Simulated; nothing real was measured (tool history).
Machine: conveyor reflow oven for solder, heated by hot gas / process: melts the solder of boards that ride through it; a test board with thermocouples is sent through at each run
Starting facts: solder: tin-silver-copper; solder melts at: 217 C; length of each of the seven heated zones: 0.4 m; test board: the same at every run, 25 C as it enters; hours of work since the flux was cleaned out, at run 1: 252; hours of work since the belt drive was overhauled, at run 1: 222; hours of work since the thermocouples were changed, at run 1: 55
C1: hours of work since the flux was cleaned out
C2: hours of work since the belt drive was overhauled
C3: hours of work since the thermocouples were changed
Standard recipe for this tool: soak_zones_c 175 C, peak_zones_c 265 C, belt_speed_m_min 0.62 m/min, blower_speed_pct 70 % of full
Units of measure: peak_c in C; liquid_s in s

Run 1, day 0: usual settings; C1 252; C2 222; C3 55. Result: peak_c 250.4 C, liquid_s 57.3 s.
Run 2, day 0.996: usual settings; C1 262; C2 232; C3 65. Result: peak_c 250.9 C, liquid_s 58.1 s.
Run 3, day 1.833: usual settings; C1 270; C2 240; C3 73. Result: peak_c 250.7 C, liquid_s 57.3 s.
Run 4, day 2.408: usual settings but blower_speed_pct 61 % of full; C1 276; C2 246; C3 79. Result: peak_c 249 C, liquid_s 55.5 s.
Run 5, day 3.783: usual settings but blower_speed_pct 61 % of full; C1 289; C2 259; C3 92. Result: peak_c 248.8 C, liquid_s 55.8 s.
Run 6, day 4.708: usual settings but blower_speed_pct 61 % of full; C1 298; C2 268; C3 101. Result: peak_c 248.6 C, liquid_s 55.6 s.
Run 7, day 5.608: usual settings but blower_speed_pct 61 % of full; C1 307; C2 277; C3 110. Result: peak_c 248.3 C, liquid_s 55.6 s.
Run 8, day 6.2: usual settings but blower_speed_pct 61 % of full; C1 313; C2 283; C3 116. Result: peak_c 248.6 C, liquid_s 55.9 s.
Run 9, day 6.958: usual settings but blower_speed_pct 61 % of full; C1 320; C2 291; C3 123. Result: peak_c 248.9 C, liquid_s 55.3 s.
Run 10, day 7.888: usual settings but peak_zones_c 275 C; C1 330; C2 300; C3 132. Result: peak_c 259.7 C, liquid_s 63.2 s.
At day 9.208: flux residue cleaned out of gas plates and filters.
Run 11, day 9.304: usual settings but peak_zones_c 275 C; C1 1; C2 312; C3 144. Result: peak_c 259.2 C, liquid_s 63.3 s.
Run 12, day 10.242: usual settings but peak_zones_c 275 C; C1 10; C2 321; C3 153. Result: peak_c 259.2 C, liquid_s 62.8 s.
Run 13, day 10.988: usual settings but peak_zones_c 275 C; C1 17; C2 328; C3 161. Result: peak_c 259.3 C, liquid_s 63.2 s.
Run 14, day 12.125: usual settings but peak_zones_c 254 C; C1 29; C2 339; C3 172. Result: peak_c 241 C, liquid_s 48.9 s.
Run 15, day 13.238: usual settings but peak_zones_c 254 C; C1 40; C2 350; C3 183. Result: peak_c 241.1 C, liquid_s 49.4 s.
Run 16, day 14.083: usual settings but peak_zones_c 254 C; C1 48; C2 358; C3 191. Result: peak_c 240.5 C, liquid_s 48.9 s.
At day 14.929: flux residue cleaned out of gas plates and filters, once more.
Run 17, day 15.346: usual settings but soak_zones_c 179 C, peak_zones_c 257 C, belt_speed_m_min 0.556 m/min; C1 4; C2 369; C3 202. Result: peak_c 248.1 C, liquid_s 66.1 s.
Run 18, day 16.267: usual settings but soak_zones_c 186 C, belt_speed_m_min 0.572 m/min; C1 13; C2 378; C3 211. Result: peak_c 255.6 C, liquid_s 71.4 s.
Run 19, day 17.038: usual settings but soak_zones_c 186 C, peak_zones_c 269 C; C1 21; C2 385; C3 218. Result: peak_c 257.2 C, liquid_s 67 s.
Run 20, day 17.667: usual settings but soak_zones_c 186 C, peak_zones_c 269 C; C1 27; C2 392; C3 224. Result: peak_c 257.7 C, liquid_s 66.5 s.
Run 21, day 18.988: usual settings but soak_zones_c 168 C, peak_zones_c 274 C, belt_speed_m_min 0.523 m/min, blower_speed_pct 77 % of full; C1 40; C2 405; C3 237. Result: peak_c 265.2 C, liquid_s 77.8 s.
Run 22, day 19.996: usual settings but peak_zones_c 268 C, blower_speed_pct 79 % of full; C1 50; C2 414; C3 247. Result: peak_c 256.6 C, liquid_s 61.9 s.
Run 23, day 21.154: usual settings but peak_zones_c 271 C, blower_speed_pct 56 % of full; C1 61; C2 426; C3 259. Result: peak_c 254.4 C, liquid_s 59.5 s.
Run 24, day 22.542: usual settings but peak_zones_c 268 C; C1 75; C2 439; C3 272. Result: peak_c 255.1 C, liquid_s 61 s.
Run 25, day 23.688: usual settings but peak_zones_c 255 C, belt_speed_m_min 0.672 m/min; C1 86; C2 451; C3 283. Result: peak_c 240.9 C, liquid_s 45 s.
Run 26, day 24.433: usual settings but soak_zones_c 174 C, peak_zones_c 256 C, belt_speed_m_min 0.556 m/min, blower_speed_pct 77 % of full; C1 93; C2 458; C3 291. Result: peak_c 247.5 C, liquid_s 63.5 s.
Run 27, day 25.429: usual settings but soak_zones_c 174 C, peak_zones_c 256 C, belt_speed_m_min 0.556 m/min, blower_speed_pct 77 % of full; C1 103; C2 468; C3 300. Result: peak_c 248.1 C, liquid_s 63.3 s.
Run 28, day 26.146: usual settings but soak_zones_c 174 C, peak_zones_c 256 C, belt_speed_m_min 0.556 m/min, blower_speed_pct 77 % of full; C1 110; C2 475; C3 307. Result: peak_c 247.6 C, liquid_s 63.7 s.
Run 29, day 27.392: usual settings but soak_zones_c 174 C, peak_zones_c 256 C, belt_speed_m_min 0.556 m/min, blower_speed_pct 77 % of full; C1 122; C2 487; C3 320. Result: peak_c 247.4 C, liquid_s 64.1 s.
Run 30, day 28.417: usual settings but soak_zones_c 190 C, peak_zones_c 262 C, belt_speed_m_min 0.559 m/min, blower_speed_pct 80 % of full; C1 132; C2 497; C3 330. Result: peak_c 254.9 C, liquid_s 76.1 s.

4 ways to go on from here, each from the tool as it stands after run 30. What would each give?
Run A, day 29.246: usual settings but soak_zones_c 190 C, peak_zones_c 262 C, belt_speed_m_min 0.716 m/min, blower_speed_pct 62 % of full; C1 141; C2 505; C3 338. Result: peak_c ?, liquid_s ?.
Run B, day 29.246: usual settings but soak_zones_c 166 C, peak_zones_c 262 C, belt_speed_m_min 0.572 m/min; C1 141; C2 505; C3 338. Result: peak_c ?, liquid_s ?.
Run C, day 29.246: usual settings but belt_speed_m_min 0.595 m/min; C1 141; C2 505; C3 338. Result: peak_c ?, liquid_s ?.
Run D, day 29.246: usual settings but belt_speed_m_min 0.721 m/min; C1 141; C2 505; C3 338. Result: peak_c ?, liquid_s ?.

run  peak_c  liquid_s
  A   246.5      52.2
  B   250.3      60.2
  C     253      62.3
  D   247.3      46.6
With the hidden condition removed and each run's random variation left untouched, the same runs would have given:
run  peak_c  liquid_s
  A   246.2      51.7
  B   249.9      59.7
  C   252.6      61.7
  D   247.1      46.2

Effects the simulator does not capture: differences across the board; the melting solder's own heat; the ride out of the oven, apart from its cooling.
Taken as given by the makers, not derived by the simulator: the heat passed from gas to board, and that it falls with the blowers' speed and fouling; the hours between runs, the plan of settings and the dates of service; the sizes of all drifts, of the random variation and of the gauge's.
